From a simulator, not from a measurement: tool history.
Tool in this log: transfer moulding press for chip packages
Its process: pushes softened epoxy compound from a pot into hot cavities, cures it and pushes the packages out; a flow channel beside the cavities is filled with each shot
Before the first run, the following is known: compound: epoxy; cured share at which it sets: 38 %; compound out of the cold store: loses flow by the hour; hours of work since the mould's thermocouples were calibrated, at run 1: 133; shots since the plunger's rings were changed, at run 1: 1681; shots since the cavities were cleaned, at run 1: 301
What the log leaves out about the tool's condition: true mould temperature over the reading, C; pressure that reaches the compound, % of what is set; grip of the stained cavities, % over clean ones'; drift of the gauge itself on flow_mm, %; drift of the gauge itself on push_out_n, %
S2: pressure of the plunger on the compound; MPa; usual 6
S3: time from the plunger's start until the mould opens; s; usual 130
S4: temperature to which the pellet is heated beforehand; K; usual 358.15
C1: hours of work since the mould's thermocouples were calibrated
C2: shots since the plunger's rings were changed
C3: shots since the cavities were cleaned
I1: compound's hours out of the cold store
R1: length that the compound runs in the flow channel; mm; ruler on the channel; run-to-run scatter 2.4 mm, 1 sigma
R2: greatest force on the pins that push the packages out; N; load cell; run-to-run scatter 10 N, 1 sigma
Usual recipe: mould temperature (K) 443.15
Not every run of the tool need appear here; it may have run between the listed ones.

{"run": 1, "hour": 0.0, "mould temperature (K)": 443.15, "S2": 6, "S3": 130, "S4": 358.15, "C1": 133, "C2": 1681, "C3": 301, "I1": 12.3, "R1": 833, "R2": 661}
{"run": 2, "hour": 18.7, "mould temperature (K)": 443.15, "S2": 6, "S3": 130, "S4": 353.15, "C1": 143, "C2": 1835, "C3": 455, "I1": 38, "R1": 721, "R2": 730}
{"run": 3, "hour": 38.7, "mould temperature (K)": 443.15, "S2": 6, "S3": 130, "S4": 353.15, "C1": 154, "C2": 1999, "C3": 619, "I1": 13.2, "R1": 829, "R2": 839}
{"hour": 50.6, "done": "cavities cleaned with cleaning compound and waxed"}
{"run": 4, "hour": 52.3, "mould temperature (K)": 443.15, "S2": 6, "S3": 130, "S4": 363.15, "C1": 161, "C2": 2098, "C3": 14, "I1": 10.3, "R1": 839, "R2": 511}
{"run": 5, "hour": 70.9, "mould temperature (K)": 443.15, "S2": 6, "S3": 130, "S4": 363.15, "C1": 171, "C2": 2251, "C3": 167, "I1": 8.8, "R1": 845, "R2": 625}
{"run": 6, "hour": 83.8, "mould temperature (K)": 443.15, "S2": 6, "S3": 130, "S4": 363.15, "C1": 178, "C2": 2357, "C3": 273, "I1": 32.2, "R1": 741, "R2": 666}
{"run": 7, "hour": 106.8, "mould temperature (K)": 443.15, "S2": 6, "S3": 130, "S4": 363.15, "C1": 190, "C2": 2546, "C3": 462, "I1": 44, "R1": 699, "R2": 723}
{"run": 8, "hour": 120.3, "mould temperature (K)": 443.15, "S2": 6, "S3": 130, "S4": 363.15, "C1": 197, "C2": 2657, "C3": 573, "I1": 16.5, "R1": 807, "R2": 821}
{"hour": 138.2, "done": "cavities cleaned with cleaning compound and waxed"}
{"run": 9, "hour": 139.4, "mould temperature (K)": 443.15, "S2": 6, "S3": 130, "S4": 363.15, "C1": 207, "C2": 2801, "C3": 10, "I1": 9.3, "R1": 834, "R2": 481}
{"run": 10, "hour": 149.4, "mould temperature (K)": 443.15, "S2": 6, "S3": 130, "S4": 358.15, "C1": 212, "C2": 2883, "C3": 92, "I1": 39.2, "R1": 713, "R2": 510}
{"run": 11, "hour": 160.0, "mould temperature (K)": 443.15, "S2": 6, "S3": 130, "S4": 358.15, "C1": 218, "C2": 2970, "C3": 179, "I1": 39.1, "R1": 713, "R2": 603}
{"run": 12, "hour": 182.5, "mould temperature (K)": 443.15, "S2": 6, "S3": 130, "S4": 358.15, "C1": 230, "C2": 3154, "C3": 363, "I1": 33.7, "R1": 736, "R2": 722}
{"run": 13, "hour": 202.8, "mould temperature (K)": 443.15, "S2": 6, "S3": 130, "S4": 358.15, "C1": 241, "C2": 3321, "C3": 530, "I1": 24.4, "R1": 770, "R2": 773}
{"run": 14, "hour": 213.6, "mould temperature (K)": 443.15, "S2": 6, "S3": 130, "S4": 358.15, "C1": 247, "C2": 3410, "C3": 619, "I1": 23.3, "R1": 772, "R2": 816}
{"hour": 224.6, "done": "cavities cleaned with cleaning compound and waxed"}
{"run": 15, "hour": 227.4, "mould temperature (K)": 443.15, "S2": 6, "S3": 130, "S4": 358.15, "C1": 253, "C2": 3511, "C3": 23, "I1": 46.9, "R1": 681, "R2": 458}
{"run": 16, "hour": 237.3, "mould temperature (K)": 449.15, "S2": 5.32, "S3": 151, "S4": 355.15, "C1": 259, "C2": 3592, "C3": 104, "I1": 8.5, "R1": 768, "R2": 447}
{"run": 17, "hour": 253.2, "mould temperature (K)": 444.15, "S2": 5.32, "S3": 150, "S4": 355.15, "C1": 267, "C2": 3722, "C3": 234, "I1": 31.4, "R1": 691, "R2": 540}
{"run": 18, "hour": 269.2, "mould temperature (K)": 444.15, "S2": 5.32, "S3": 148, "S4": 355.15, "C1": 276, "C2": 3853, "C3": 365, "I1": 42.3, "R1": 656, "R2": 613}
{"run": 19, "hour": 282.1, "mould temperature (K)": 444.15, "S2": 5.32, "S3": 148, "S4": 355.15, "C1": 283, "C2": 3959, "C3": 471, "I1": 23.7, "R1": 722, "R2": 682}
{"run": 20, "hour": 298.5, "mould temperature (K)": 444.15, "S2": 6.93, "S3": 148, "S4": 355.15, "C1": 292, "C2": 4094, "C3": 606, "I1": 35.6, "R1": 769, "R2": 703}
{"hour": 311.6, "done": "cavities cleaned with cleaning compound and waxed"}
{"run": 21, "hour": 312.5, "mould temperature (K)": 443.15, "S2": 6, "S3": 127, "S4": 365.15, "C1": 299, "C2": 4197, "C3": 8, "I1": 10.1, "R1": 824, "R2": 484}
{"hour": 324.6, "done": "mould's thermocouples calibrated"}
{"run": 22, "hour": 336.1, "mould temperature (K)": 443.15, "S2": 6, "S3": 127, "S4": 365.15, "C1": 6, "C2": 4374, "C3": 185, "I1": 27.8, "R1": 747, "R2": 617}
{"run": 23, "hour": 348.3, "mould temperature (K)": 445.15, "S2": 4.51, "S3": 148, "S4": 365.15, "C1": 13, "C2": 4474, "C3": 285, "I1": 17.7, "R1": 676, "R2": 554}
{"run": 24, "hour": 359.6, "mould temperature (K)": 447.15, "S2": 5.63, "S3": 148, "S4": 368.15, "C1": 19, "C2": 4567, "C3": 378, "I1": 31.5, "R1": 699, "R2": 581}
{"run": 25, "hour": 372.4, "mould temperature (K)": 447.15, "S2": 5.48, "S3": 115, "S4": 359.15, "C1": 26, "C2": 4672, "C3": 483, "I1": 29, "R1": 701, "R2": 766}
{"run": 26, "hour": 394.7, "mould temperature (K)": 447.15, "S2": 5.48, "S3": 115, "S4": 359.15, "C1": 38, "C2": 4855, "C3": 666, "I1": 24, "R1": 710, "R2": 829}
{"hour": 398.9, "done": "plunger's sealing rings changed"}
{"hour": 403.9, "done": "cavities cleaned with cleaning compound and waxed"}
{"run": 27, "hour": 409.2, "mould temperature (K)": 447.15, "S2": 5.48, "S3": 115, "S4": 359.15, "C1": 43, "C2": 72, "C3": 44, "I1": 33.2, "R1": 712, "R2": 490}
{"run": 28, "hour": 422.0, "mould temperature (K)": 436.15, "S2": 6, "S3": 130, "S4": 358.15, "C1": 50, "C2": 177, "C3": 149, "I1": 18.9, "R1": 844, "R2": 1047}
{"run": 29, "hour": 441.8, "mould temperature (K)": 439.15, "S2": 6.08, "S3": 130, "S4": 360.15, "C1": 61, "C2": 340, "C3": 312, "I1": 12.8, "R1": 869, "R2": 937}

Forecast each of these 4 alternatives for the next run:
{"run": "A", "hour": 458.0, "mould temperature (K)": 443.15, "S2": 7.49, "S3": 140, "S4": 350.15, "C1": 70, "C2": 472, "C3": 444, "I1": 44.9, "R1": "?", "R2": "?"}
{"run": "B", "hour": 458.0, "mould temperature (K)": 436.15, "S2": 5.47, "S3": 148, "S4": 360.15, "C1": 70, "C2": 472, "C3": 444, "I1": 25.3, "R1": "?", "R2": "?"}
{"run": "C", "hour": 458.0, "mould temperature (K)": 438.15, "S2": 6, "S3": 151, "S4": 367.15, "C1": 70, "C2": 472, "C3": 444, "I1": 12.6, "R1": "?", "R2": "?"}
{"run": "D", "hour": 458.0, "mould temperature (K)": 439.15, "S2": 4.59, "S3": 136, "S4": 351.15, "C1": 70, "C2": 472, "C3": 444, "I1": 39.4, "R1": "?", "R2": "?"}

run=A R1=794 R2=707
run=B R1=781 R2=982
run=C R1=867 R2=872
run=D R1=657 R2=882
Had the tool no hidden state, the same runs would have come out as:
run=A R1=796 R2=438
run=B R1=783 R2=592
run=C R1=869 R2=531
run=D R1=658 R2=535

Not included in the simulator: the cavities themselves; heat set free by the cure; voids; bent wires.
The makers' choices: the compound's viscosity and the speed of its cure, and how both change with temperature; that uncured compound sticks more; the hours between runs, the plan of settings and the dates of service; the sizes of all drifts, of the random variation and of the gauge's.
